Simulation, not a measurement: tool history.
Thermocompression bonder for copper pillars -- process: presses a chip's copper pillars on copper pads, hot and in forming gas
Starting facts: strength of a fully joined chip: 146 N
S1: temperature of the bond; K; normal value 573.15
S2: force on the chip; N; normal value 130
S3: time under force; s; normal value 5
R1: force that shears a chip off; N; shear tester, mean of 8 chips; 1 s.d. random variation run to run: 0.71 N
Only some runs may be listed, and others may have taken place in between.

| run | hour | S1 | S2 | S3 | R1 |
|---|---|---|---|---|---|
| 1 | 0 | 573.15 | 130 | 5 | 84.1 |
| 2 | 35.8 | 573.15 | 130 | 5 | 83.3 |
| 3 | 86 | 573.15 | 130 | 5 | 83.2 |
| 4 | 126.9 | 573.15 | 169 | 5 | 96.5 |
| 5 | 175.4 | 573.15 | 169 | 5 | 96.9 |
| 6 | 201.5 | 573.15 | 169 | 5 | 98.2 |
| 7 | 225.9 | 573.15 | 130 | 5 | 81.5 |
|  | 267.8 | forming gas filter changed |
| 8 | 274.9 | 596.15 | 130 | 5 | 104.3 |
| 9 | 318.9 | 596.15 | 130 | 13 | 123.8 |
| 10 | 367.7 | 596.15 | 130 | 13 | 123 |
| 11 | 413 | 573.15 | 119 | 5 | 81.7 |
| 12 | 446.5 | 573.15 | 119 | 5 | 83.5 |
| 13 | 489.9 | 573.15 | 119 | 5 | 81.8 |
| 14 | 535.6 | 573.15 | 119 | 5 | 80.6 |
| 15 | 586.6 | 577.15 | 162 | 10 | 117.1 |
| 16 | 628 | 577.15 | 162 | 10 | 117.1 |
| 17 | 677.6 | 562.15 | 129 | 10 | 96.2 |
| 18 | 710.3 | 562.15 | 129 | 10 | 96.6 |
| 19 | 749.3 | 562.15 | 129 | 10 | 95.6 |
| 20 | 797.7 | 563.15 | 98 | 6 | 68.5 |
| 21 | 828.7 | 588.15 | 194 | 11 | 124.8 |

Run 22 is up next; what results do you expect?
|  | 873.8 | forming gas filter changed |
| 22 | 883.4 | 588.15 | 194 | 11 | ? |

{"run 22": {"R1": 134.9}}
Had the tool carried no hidden state, the very same run would have given R1 134.8 N.
